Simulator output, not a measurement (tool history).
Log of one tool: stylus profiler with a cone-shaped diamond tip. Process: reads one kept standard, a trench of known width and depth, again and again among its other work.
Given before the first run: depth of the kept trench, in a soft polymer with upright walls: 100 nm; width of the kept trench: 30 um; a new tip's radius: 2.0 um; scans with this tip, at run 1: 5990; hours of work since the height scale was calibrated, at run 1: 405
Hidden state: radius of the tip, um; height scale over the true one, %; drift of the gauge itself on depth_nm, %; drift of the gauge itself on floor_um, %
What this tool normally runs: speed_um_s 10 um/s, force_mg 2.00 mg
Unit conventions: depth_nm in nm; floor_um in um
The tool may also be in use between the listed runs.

| run | hour | speed_um_s | force_mg | scans with this tip | hours of work since the height scale was calibrated | depth_nm | floor_um |
|---|---|---|---|---|---|---|---|
| 1 | 0.0 | 10 | 2.00 | 5990 | 405 | 101.40 | 28.69 |
| 2 | 25.6 | 10 | 2.44 | 6191 | 418 | 101.68 | 28.73 |
| 3 | 38.5 | 10 | 2.00 | 6293 | 425 | 101.48 | 28.71 |
| 4 | 63.6 | 10 | 2.00 | 6490 | 438 | 101.49 | 28.70 |
| 5 | 87.8 | 10 | 4.28 | 6680 | 451 | 102.24 | 28.69 |
| 6 | 111.3 | 10 | 4.28 | 6866 | 464 | 102.58 | 28.74 |
| 7 | 131.2 | 10 | 4.28 | 7022 | 474 | 102.24 | 28.74 |

Expected results for the next run?
| 8 | 162.5 | 10 | 4.28 | 7268 | 491 | ? | ? |

{"run 8": {"depth_nm": 102.47, "floor_um": 28.68}}
Were there no unlogged condition in the tool, this run, its random variation unchanged, would have produced depth_nm 102.48 nm, floor_um 28.69 um.
